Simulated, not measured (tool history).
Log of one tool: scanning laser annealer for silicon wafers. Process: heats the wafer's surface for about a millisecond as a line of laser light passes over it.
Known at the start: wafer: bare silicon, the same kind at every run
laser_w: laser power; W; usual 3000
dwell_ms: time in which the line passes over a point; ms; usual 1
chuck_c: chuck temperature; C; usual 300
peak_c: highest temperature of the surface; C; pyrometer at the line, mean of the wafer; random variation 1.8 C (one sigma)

Run 1, hour 0: usual settings. Result: peak_c 973 C.
Run 2, hour 25.2: usual settings. Result: peak_c 975 C.
Run 3, hour 40.2: usual settings. Result: peak_c 976 C.
Run 4, hour 61.9: usual settings but laser_w 2818 W. Result: peak_c 918 C.
Run 5, hour 77.4: usual settings. Result: peak_c 972 C.
Run 6, hour 99.4: usual settings but laser_w 3101 W. Result: peak_c 1006 C.
Run 7, hour 118.2: usual settings but laser_w 3101 W, dwell_ms 0.83 ms. Result: peak_c 938 C.
Run 8, hour 142.9: usual settings but laser_w 2677 W. Result: peak_c 874 C.
Run 9, hour 158.3: usual settings but laser_w 3155 W. Result: peak_c 1021 C.
Run 10, hour 184.1: usual settings but laser_w 3155 W. Result: peak_c 1019 C.
Run 11, hour 203: usual settings but laser_w 3155 W. Result: peak_c 1014 C.
Run 12, hour 221.3: usual settings. Result: peak_c 966 C.
Run 13, hour 236.4: usual settings. Result: peak_c 969 C.
Run 14, hour 250.3: usual settings. Result: peak_c 970 C.
Run 15, hour 265.1: usual settings. Result: peak_c 964 C.
Run 16, hour 289.4: usual settings but laser_w 3050 W. Result: peak_c 979 C.
At hour 295.9: optics aligned, line set to its width.
Run 17, hour 311.2: usual settings but chuck_c 262 C. Result: peak_c 923 C.
Run 18, hour 324.3: usual settings but chuck_c 262 C. Result: peak_c 925 C.
Run 19, hour 344: usual settings but chuck_c 262 C. Result: peak_c 928 C.
At hour 354.4: optics aligned, line set to its width, once more.
Run 20, hour 361.7: usual settings but laser_w 2873 W, dwell_ms 0.83 ms, chuck_c 263 C. Result: peak_c 844 C.
Run 21, hour 386.5: usual settings but laser_w 2873 W, dwell_ms 1.22 ms, chuck_c 301 C. Result: peak_c 1006 C.
Run 22, hour 403.3: usual settings but dwell_ms 0.88 ms, chuck_c 322 C. Result: peak_c 957 C.
Run 23, hour 422.8: usual settings but laser_w 3183 W. Result: peak_c 1028 C.

Some steps in peak_c between neighbouring runs. How much of each would the tool show without its hidden state too (settings, what came in, random variation), and how much is left for the hidden state, with any gauge scatter that isn't in both results?
The hidden state here: light that passes the window, % of a clean one's; laser's true power over the reading, %; width of the line over the set one, %; drift of the gauge itself on peak_c, C.
Run 8 -> 9: laser_w 2677 -> 3155. peak_c +147 C: hidden state -7, all else +154.
Run 19 -> 20: laser_w 3000 -> 2873, dwell_ms 1 -> 0.83, chuck_c 262 -> 263, optics aligned, line set to its width, once more. peak_c -84 C: hidden state +17, all else -101.
Run 20 -> 21: dwell_ms 0.83 -> 1.22, chuck_c 263 -> 301. peak_c +162 C: hidden state -6, all else +168.
